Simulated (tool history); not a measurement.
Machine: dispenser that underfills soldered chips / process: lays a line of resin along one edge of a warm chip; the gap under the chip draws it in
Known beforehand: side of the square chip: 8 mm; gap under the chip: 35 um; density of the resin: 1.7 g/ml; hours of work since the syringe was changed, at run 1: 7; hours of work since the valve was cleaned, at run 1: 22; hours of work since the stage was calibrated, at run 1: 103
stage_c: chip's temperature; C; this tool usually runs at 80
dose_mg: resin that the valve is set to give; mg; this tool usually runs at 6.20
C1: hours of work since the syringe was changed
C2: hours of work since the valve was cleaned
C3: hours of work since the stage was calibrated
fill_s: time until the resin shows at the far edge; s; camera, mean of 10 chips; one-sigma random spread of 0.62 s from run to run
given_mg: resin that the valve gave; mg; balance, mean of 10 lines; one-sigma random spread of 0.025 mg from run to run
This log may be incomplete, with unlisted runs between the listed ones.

run 1 hour=0.0 | stage_c=80 dose_mg=6.20 | C1=7 C2=22 C3=103 | fill_s=78.3 given_mg=6.05
run 2 hour=3.7 | stage_c=80 dose_mg=6.20 | C1=9 C2=24 C3=105 | fill_s=89.2 given_mg=6.08
run 3 hour=5.6 | stage_c=80 dose_mg=6.20 | C1=10 C2=26 C3=107 | fill_s=97.0 given_mg=6.02
-- hour=7.0 new syringe of resin
run 4 hour=9.4 | stage_c=80 dose_mg=6.20 | C1=1 C2=28 C3=109 | fill_s=59.5 given_mg=6.05
run 5 hour=11.7 | stage_c=80 dose_mg=6.20 | C1=3 C2=29 C3=110 | fill_s=65.1 given_mg=6.04
run 6 hour=16.3 | stage_c=80 dose_mg=6.20 | C1=6 C2=32 C3=113 | fill_s=75.2 given_mg=6.02
run 7 hour=19.4 | stage_c=80 dose_mg=6.20 | C1=7 C2=34 C3=115 | fill_s=84.3 given_mg=6.05
run 8 hour=22.6 | stage_c=80 dose_mg=5.58 | C1=9 C2=36 C3=117 | fill_s=92.0 given_mg=5.39
-- hour=25.2 new syringe of resin
run 9 hour=25.4 | stage_c=80 dose_mg=6.20 | C1=0 C2=37 C3=118 | fill_s=56.5 given_mg=6.00
run 10 hour=29.3 | stage_c=80 dose_mg=6.20 | C1=2 C2=40 C3=121 | fill_s=63.0 given_mg=5.92
run 11 hour=31.8 | stage_c=80 dose_mg=6.20 | C1=4 C2=41 C3=122 | fill_s=69.6 given_mg=5.97
run 12 hour=35.0 | stage_c=81 dose_mg=6.20 | C1=6 C2=43 C3=124 | fill_s=73.9 given_mg=5.94
run 13 hour=37.4 | stage_c=81 dose_mg=6.20 | C1=7 C2=44 C3=125 | fill_s=77.9 given_mg=5.97
run 14 hour=41.4 | stage_c=81 dose_mg=6.20 | C1=10 C2=47 C3=128 | fill_s=90.3 given_mg=5.95
-- hour=43.0 new syringe of resin
run 15 hour=45.8 | stage_c=71 dose_mg=6.20 | C1=2 C2=49 C3=130 | fill_s=97.4 given_mg=5.96
run 16 hour=50.2 | stage_c=71 dose_mg=6.20 | C1=4 C2=52 C3=133 | fill_s=112.7 given_mg=5.92
-- hour=55.2 dispensing valve cleaned and set on the balance
run 17 hour=55.6 | stage_c=71 dose_mg=6.20 | C1=7 C2=0 C3=135 | fill_s=131.5 given_mg=6.12
run 18 hour=59.8 | stage_c=71 dose_mg=6.20 | C1=9 C2=3 C3=138 | fill_s=147.4 given_mg=6.16
-- hour=62.0 new syringe of resin
run 19 hour=64.6 | stage_c=69 dose_mg=6.80 | C1=2 C2=5 C3=141 | fill_s=109.0 given_mg=6.70
run 20 hour=67.4 | stage_c=67 dose_mg=6.80 | C1=3 C2=7 C3=142 | fill_s=135.1 given_mg=6.76
run 21 hour=71.5 | stage_c=80 dose_mg=6.27 | C1=6 C2=10 C3=145 | fill_s=75.2 given_mg=6.17
run 22 hour=73.8 | stage_c=95 dose_mg=7.20 | C1=7 C2=11 C3=146 | fill_s=38.2 given_mg=7.10
run 23 hour=76.1 | stage_c=86 dose_mg=7.85 | C1=8 C2=12 C3=148 | fill_s=66.2 given_mg=7.71
run 24 hour=78.2 | stage_c=86 dose_mg=7.02 | C1=10 C2=14 C3=149 | fill_s=70.0 given_mg=6.92

What does the tool deliver on the next run?
-- hour=79.9 new syringe of resin
run 25 hour=82.4 | stage_c=86 dose_mg=7.02 | C1=1 C2=16 C3=151 | fill_s=? given_mg=?

{"run 25": {"fill_s": 43.0, "given_mg": 6.88}}
Without the tool's hidden state the same run would have given fill_s 38.7 s, given_mg 7.01 mg.

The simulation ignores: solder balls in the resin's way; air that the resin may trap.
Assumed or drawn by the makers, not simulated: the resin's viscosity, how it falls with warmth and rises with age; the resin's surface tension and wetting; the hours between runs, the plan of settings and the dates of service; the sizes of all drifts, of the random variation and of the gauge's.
